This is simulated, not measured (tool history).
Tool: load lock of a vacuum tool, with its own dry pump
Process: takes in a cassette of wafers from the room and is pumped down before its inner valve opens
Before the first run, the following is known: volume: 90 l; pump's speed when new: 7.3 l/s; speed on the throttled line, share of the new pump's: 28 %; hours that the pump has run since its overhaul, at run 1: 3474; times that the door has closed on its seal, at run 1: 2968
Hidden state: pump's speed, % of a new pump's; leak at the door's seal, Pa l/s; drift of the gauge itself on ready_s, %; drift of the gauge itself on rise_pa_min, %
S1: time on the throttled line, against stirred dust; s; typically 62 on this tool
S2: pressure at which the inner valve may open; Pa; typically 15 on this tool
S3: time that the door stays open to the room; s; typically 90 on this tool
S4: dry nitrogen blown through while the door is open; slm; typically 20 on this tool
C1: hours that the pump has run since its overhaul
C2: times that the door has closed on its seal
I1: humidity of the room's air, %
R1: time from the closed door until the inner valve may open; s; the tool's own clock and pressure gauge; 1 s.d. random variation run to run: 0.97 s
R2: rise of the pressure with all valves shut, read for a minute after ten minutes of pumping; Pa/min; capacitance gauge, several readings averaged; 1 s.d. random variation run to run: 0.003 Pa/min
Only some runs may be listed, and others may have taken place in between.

run	hour	S1	S2	S3	S4	C1	C2	I1	R1	R2
1	0.0	62	15	90	20	3474	2968	44.1	157.3	0.029
2	58.6	62	15	90	20	3532	3041	43.8	156.6	0.025
3	109.0	62	15	90	20	3583	3104	41.2	157.9	0.019
4	174.0	62	15	90	20	3648	3186	45.2	158.4	0.023
5	216.1	62	15	38	20	3690	3239	43.3	157.8	0.019
6	313.5	62	15	38	20	3787	3361	43.6	158.0	0.020
7	410.2	62	15	38	20	3884	3483	44.1	158.3	0.024
8	477.4	62	11	90	20	3951	3567	45.3	160.6	0.023
9	525.4	62	15	90	20	3999	3627	47.6	158.1	0.025
10	611.8	62	15	90	20	4085	3736	45.9	157.4	0.024
11	662.0	62	15	90	20	4136	3799	45.9	156.7	0.028
12	737.4	62	15	90	20	4211	3893	41.3	159.0	0.027
13	819.4	62	15	90	20	4293	3996	49.5	160.1	0.022
14	898.6	62	15	90	20	4372	4096	47.8	158.8	0.027
15	975.2	62	15	90	10	4449	4192	47.0	160.2	0.032
16	1030.2	62	15	90	10	4504	4261	44.6	158.2	0.029
17	1082.2	62	30	232	4	4556	4326	45.9	148.5	0.049
18	1141.0	62	30	232	4	4615	4400	45.6	149.4	0.047
19	1188.1	40	19	90	20	4662	4459	45.0	139.1	0.029
20	1263.8	44	24	138	6	4737	4554	45.4	140.6	0.040
21	1311.7	55	15	160	16	4785	4615	47.1	156.0	0.040
22	1372.4	55	15	160	9	4846	4691	45.6	152.8	0.040
23	1449.9	55	15	160	9	4924	4788	44.8	154.1	0.041
24	1540.7	55	15	160	9	5014	4902	43.2	154.5	0.043
25	1621.6	40	22	163	9	5095	5004	44.4	139.3	0.048
26	1670.0	86	23	163	9	5144	5064	46.5	171.3	0.041
27	1748.7	50	17	178	9	5222	5163	48.9	147.9	0.046
28	1832.1	62	15	120	4	5306	5268	46.6	159.9	0.039
29	1923.9	62	15	120	4	5398	5383	45.6	158.7	0.046

Each row is a separate what-if for the run after 29, all from the same tool condition, not one after another. Results?
A	1997.4	69	29	130	4	5471	5475	47.4	?	?
B	1997.4	62	15	90	20	5471	5475	43.5	?	?
C	1997.4	62	20	108	13	5471	5475	43.2	?	?

run	R1	R2
A	154.4	0.041
B	158.7	0.031
C	153.6	0.033
The same runs, with their run-to-run variation unchanged, on a tool lacking any hidden condition would have given:
run	R1	R2
A	149.9	0.034
B	153.4	0.025
C	148.8	0.026

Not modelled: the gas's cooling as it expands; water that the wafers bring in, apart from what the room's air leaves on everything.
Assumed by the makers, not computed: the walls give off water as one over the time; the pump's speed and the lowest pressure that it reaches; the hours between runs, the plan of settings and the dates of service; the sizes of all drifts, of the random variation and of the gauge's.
